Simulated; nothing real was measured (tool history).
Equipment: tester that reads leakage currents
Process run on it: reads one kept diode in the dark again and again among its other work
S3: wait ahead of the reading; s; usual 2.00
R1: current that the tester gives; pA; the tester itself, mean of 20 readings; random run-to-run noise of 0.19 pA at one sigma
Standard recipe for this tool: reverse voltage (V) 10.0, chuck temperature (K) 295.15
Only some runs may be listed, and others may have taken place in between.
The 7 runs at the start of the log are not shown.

run 8 hour=829.1 | reverse_voltage_(V)=12.5 chuck_temperature_(K)=307.15 S3=0.52 | R1=221.46
run 9 hour=964.1 | reverse_voltage_(V)=12.5 chuck_temperature_(K)=307.15 S3=0.52 | R1=220.60
run 10 hour=1110.3 | reverse_voltage_(V)=12.5 chuck_temperature_(K)=307.15 S3=0.52 | R1=221.51
run 11 hour=1244.2 | reverse_voltage_(V)=10.0 chuck_temperature_(K)=295.15 S3=1.56 | R1=62.29
run 12 hour=1359.1 | reverse_voltage_(V)=10.0 chuck_temperature_(K)=295.15 S3=1.56 | R1=62.12
run 13 hour=1484.7 | reverse_voltage_(V)=10.0 chuck_temperature_(K)=295.15 S3=1.56 | R1=62.11
run 14 hour=1551.6 | reverse_voltage_(V)=10.0 chuck_temperature_(K)=295.15 S3=1.56 | R1=61.75
-- hour=1638.1 chuck's temperature calibrated
run 15 hour=1638.1 | reverse_voltage_(V)=10.0 chuck_temperature_(K)=295.15 S3=1.56 | R1=62.30
run 16 hour=1794.6 | reverse_voltage_(V)=10.0 chuck_temperature_(K)=296.15 S3=2.00 | R1=67.72
run 17 hour=1939.9 | reverse_voltage_(V)=10.0 chuck_temperature_(K)=296.15 S3=2.00 | R1=68.05
run 18 hour=2021.3 | reverse_voltage_(V)=10.0 chuck_temperature_(K)=296.15 S3=2.00 | R1=68.14
-- hour=2074.8 probe card cleaned and baked
run 19 hour=2137.1 | reverse_voltage_(V)=10.0 chuck_temperature_(K)=296.15 S3=2.00 | R1=67.96
run 20 hour=2263.6 | reverse_voltage_(V)=2.9 chuck_temperature_(K)=301.15 S3=4.41 | R1=55.38
run 21 hour=2337.8 | reverse_voltage_(V)=3.2 chuck_temperature_(K)=295.15 S3=2.72 | R1=32.70
run 22 hour=2482.6 | reverse_voltage_(V)=4.1 chuck_temperature_(K)=295.15 S3=4.45 | R1=36.99
run 23 hour=2583.6 | reverse_voltage_(V)=1.8 chuck_temperature_(K)=295.15 S3=4.45 | R1=23.71
-- hour=2642.2 tester calibrated
run 24 hour=2663.8 | reverse_voltage_(V)=10.0 chuck_temperature_(K)=308.15 S3=2.00 | R1=209.03
run 25 hour=2746.0 | reverse_voltage_(V)=5.3 chuck_temperature_(K)=320.15 S3=2.50 | R1=424.40
-- hour=2767.6 chuck's temperature calibrated
run 26 hour=2850.5 | reverse_voltage_(V)=5.3 chuck_temperature_(K)=311.15 S3=0.42 | R1=196.98
run 27 hour=2964.1 | reverse_voltage_(V)=5.1 chuck_temperature_(K)=311.15 S3=0.42 | R1=193.84
run 28 hour=3122.1 | reverse_voltage_(V)=5.1 chuck_temperature_(K)=311.15 S3=2.00 | R1=190.60
run 29 hour=3203.4 | reverse_voltage_(V)=1.9 chuck_temperature_(K)=293.15 S3=1.22 | R1=20.54
run 30 hour=3360.7 | reverse_voltage_(V)=10.0 chuck_temperature_(K)=327.15 S3=0.44 | R1=1081.55

Below are 3 alternative next runs, each starting from the tool's condition after run 30. Predict each:
run A hour=3508.7 | reverse_voltage_(V)=3.4 chuck_temperature_(K)=297.15 S3=2.24 | R1=?
run B hour=3508.7 | reverse_voltage_(V)=1.7 chuck_temperature_(K)=321.15 S3=2.32 | R1=?
run C hour=3508.7 | reverse_voltage_(V)=11.1 chuck_temperature_(K)=298.15 S3=2.84 | R1=?

run=A R1=41.06
run=B R1=248.80
run=C R1=86.89
Without the tool's hidden state the same runs would have given:
run=A R1=41.08
run=B R1=248.92
run=C R1=86.92

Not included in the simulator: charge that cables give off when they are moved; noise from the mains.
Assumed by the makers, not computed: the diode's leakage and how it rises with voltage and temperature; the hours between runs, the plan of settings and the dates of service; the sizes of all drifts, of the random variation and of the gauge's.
